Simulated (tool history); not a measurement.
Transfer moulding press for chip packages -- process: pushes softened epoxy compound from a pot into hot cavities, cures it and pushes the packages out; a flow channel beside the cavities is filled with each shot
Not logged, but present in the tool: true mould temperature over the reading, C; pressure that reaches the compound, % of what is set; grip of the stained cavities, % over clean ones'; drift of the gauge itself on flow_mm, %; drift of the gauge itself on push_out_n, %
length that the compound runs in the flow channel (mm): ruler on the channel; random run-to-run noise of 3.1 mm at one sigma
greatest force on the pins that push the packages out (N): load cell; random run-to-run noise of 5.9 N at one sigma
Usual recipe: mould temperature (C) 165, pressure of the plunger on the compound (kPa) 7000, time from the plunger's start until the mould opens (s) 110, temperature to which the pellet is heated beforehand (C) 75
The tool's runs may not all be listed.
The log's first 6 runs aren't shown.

run	day	mould temperature (C)	pressure of the plunger on the compound (kPa)	time from the plunger's start until the mould opens (s)	temperature to which the pellet is heated beforehand (C)	hours of work since the mould's thermocouples were calibrated	shots since the plunger's rings were changed	shots since the cavities were cleaned	incoming compound's hours out of the cold store	length that the compound runs in the flow channel (mm)	greatest force on the pins that push the packages out (N)
7	5.621	165	7000	110	75	247	2231	967	37.0	608	376
# day 5.833: cavities cleaned with cleaning compound and waxed
8	6.529	165	7000	110	75	258	2413	149	13.8	689	255
9	7.492	165	7000	110	75	271	2619	355	46.6	572	283
10	8.254	165	6970	110	75	281	2783	519	37.7	599	318
11	9.138	165	6970	110	75	292	2972	708	45.6	575	330
12	9.996	165	7000	135	75	304	3156	892	31.9	614	293
# day 10.633: cavities cleaned with cleaning compound and waxed
13	11.238	165	7000	135	75	319	3410	131	13.2	682	208
14	12.379	165	7000	110	75	334	3654	375	40.2	585	296
15	12.875	170	7000	110	75	341	3761	482	27.0	609	261
16	13.396	167	6040	95	75	347	3872	593	32.2	552	372
# day 14.167: plunger's sealing rings changed
17	14.296	172	5840	110	73	358	28	764	20.5	611	284
# day 15.479: cavities cleaned with cleaning compound and waxed
18	15.512	172	5840	110	73	373	276	7	43.8	538	174
19	16.054	165	7000	116	76	380	392	123	28.3	664	236
20	16.975	165	7000	116	76	392	589	320	31.7	647	274
21	17.467	162	6620	110	68	399	695	426	45.3	590	362
22	18.558	162	6620	110	68	413	929	660	37.7	612	383
23	19.521	165	7700	144	75	426	1136	867	36.0	653	293
24	20.062	163	6750	145	82	433	1251	982	8.3	728	322
# day 20.200: cavities cleaned with cleaning compound and waxed
25	20.717	172	7540	108	81	440	1379	111	40.8	607	193
26	21.800	172	7540	108	81	455	1611	343	19.1	684	236
27	22.312	165	5860	94	74	461	1721	453	22.3	607	423
28	22.942	165	5860	94	70	470	1856	588	12.1	647	464
29	24.046	165	5860	94	70	484	2093	825	9.8	650	497
# day 24.917: cavities cleaned with cleaning compound and waxed
30	25.058	165	5860	94	70	497	2296	30	33.0	569	284

Branching from run 30: 3 alternative next runs. What would each branch give?
A	25.888	165	6920	110	66	507	2475	209	9.4	?	?
B	25.888	165	7750	94	75	507	2475	209	24.1	?	?
C	25.888	167	7000	110	75	507	2475	209	19.8	?	?

run	length that the compound runs in the flow channel (mm)	greatest force on the pins that push the packages out (N)
A	701	277
B	681	346
C	658	249
With no hidden state in the tool, these same runs would have given:
run	length that the compound runs in the flow channel (mm)	greatest force on the pins that push the packages out (N)
A	738	234
B	717	297
C	692	207

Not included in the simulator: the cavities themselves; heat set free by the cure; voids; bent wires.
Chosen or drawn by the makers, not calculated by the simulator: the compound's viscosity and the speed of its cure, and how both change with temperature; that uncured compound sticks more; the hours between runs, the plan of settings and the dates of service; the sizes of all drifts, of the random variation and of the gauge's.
